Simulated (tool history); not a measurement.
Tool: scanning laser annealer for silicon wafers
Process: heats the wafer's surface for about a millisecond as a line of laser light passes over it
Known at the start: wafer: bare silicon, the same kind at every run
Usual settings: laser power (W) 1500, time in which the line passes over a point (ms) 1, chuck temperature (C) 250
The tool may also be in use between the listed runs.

| run | day | laser power (W) | time in which the line passes over a point (ms) | chuck temperature (C) | highest temperature of the surface (C) |
|---|---|---|---|---|---|
| 1 | 0 | 1500 | 1 | 250 | 952 |
| 2 | 0.375 | 1500 | 1 | 250 | 956 |
| 3 | 0.708 | 1500 | 1 | 240 | 944 |
| 4 | 0.938 | 1500 | 1 | 240 | 940 |
| 5 | 1.367 | 1500 | 1 | 240 | 941 |
| 6 | 1.933 | 1500 | 1 | 240 | 936 |
| 7 | 2.442 | 1428 | 0.81 | 250 | 830 |
| 8 | 2.8 | 1635 | 1.23 | 217 | 1076 |
| 9 | 3.388 | 1617 | 0.75 | 256 | 914 |
| 10 | 3.712 | 1500 | 1 | 270 | 983 |
| 11 | 4.054 | 1477 | 0.92 | 249 | 915 |

Not shown: 2 entries that the log had between the listed runs. Between which runs, and how does the tool's hidden state differ before and after?
Between runs 5 and 6: window over the wafer cleaned (day 1.475)
  light that passes the window, % of a clean one's: 98.42 -> 97.57; laser's true power over the reading, %: 0.01 -> 0.02; width of the line over the set one, %: 3.54 -> 3.56
  measured less the result without the state, highest temperature of the surface (C): -26 -> -33
Between runs 8 and 9: window over the wafer cleaned, once more (day 3.325)
  light that passes the window, % of a clean one's: 97.36 -> 99.98; width of the line over the set one, %: 3.59 -> 3.61
  measured less the result without the state, highest temperature of the surface (C): -43 -> -13

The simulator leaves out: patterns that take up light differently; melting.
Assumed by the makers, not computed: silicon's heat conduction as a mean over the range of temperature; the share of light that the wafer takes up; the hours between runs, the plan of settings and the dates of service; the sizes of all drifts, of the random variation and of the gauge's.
